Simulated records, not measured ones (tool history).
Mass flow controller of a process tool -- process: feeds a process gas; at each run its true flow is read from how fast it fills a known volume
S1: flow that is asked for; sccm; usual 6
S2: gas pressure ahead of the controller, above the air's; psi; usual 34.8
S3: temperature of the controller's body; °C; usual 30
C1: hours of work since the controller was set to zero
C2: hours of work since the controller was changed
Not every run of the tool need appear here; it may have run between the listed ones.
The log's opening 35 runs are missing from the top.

run 36 hour=9042.8 | S1=10 S2=20.7 S3=30 | C1=3494 C2=3494 | true_flow_(%)=102.40
run 37 hour=9343.8 | S1=10 S2=20.7 S3=30 | C1=3664 C2=3664 | true_flow_(%)=102.58
run 38 hour=9551.1 | S1=10 S2=36.8 S3=36 | C1=3781 C2=3781 | true_flow_(%)=102.95
run 39 hour=9730.2 | S1=10 S2=36.8 S3=36 | C1=3883 C2=3883 | true_flow_(%)=102.99
run 40 hour=10007.6 | S1=10 S2=36.8 S3=36 | C1=4039 C2=4039 | true_flow_(%)=103.19
run 41 hour=10323.0 | S1=10 S2=36.8 S3=36 | C1=4218 C2=4218 | true_flow_(%)=103.22
run 42 hour=10566.6 | S1=20 S2=27.1 S3=36 | C1=4356 C2=4356 | true_flow_(%)=103.63
run 43 hour=10809.3 | S1=6 S2=31.5 S3=32 | C1=4493 C2=4493 | true_flow_(%)=103.84
run 44 hour=11187.9 | S1=3 S2=20.6 S3=21 | C1=4707 C2=4707 | true_flow_(%)=105.56
run 45 hour=11406.6 | S1=8 S2=23.9 S3=29 | C1=4831 C2=4831 | true_flow_(%)=103.43
run 46 hour=11754.8 | S1=4 S2=35.1 S3=30 | C1=5028 C2=5028 | true_flow_(%)=105.11

Each row is a separate what-if for the run after 46, all from the same tool condition, not one after another. Results?
run A hour=11974.7 | S1=4 S2=21.3 S3=30 | C1=5153 C2=5153 | true_flow_(%)=?
run B hour=11974.7 | S1=3 S2=30.6 S3=30 | C1=5153 C2=5153 | true_flow_(%)=?
run C hour=11974.7 | S1=19 S2=23.5 S3=28 | C1=5153 C2=5153 | true_flow_(%)=?

run=A true_flow_(%)=105.67
run=B true_flow_(%)=106.84
run=C true_flow_(%)=103.28
With no hidden state in the tool, these same runs would have given:
run=A true_flow_(%)=99.31
run=B true_flow_(%)=99.07
run=C true_flow_(%)=100.27
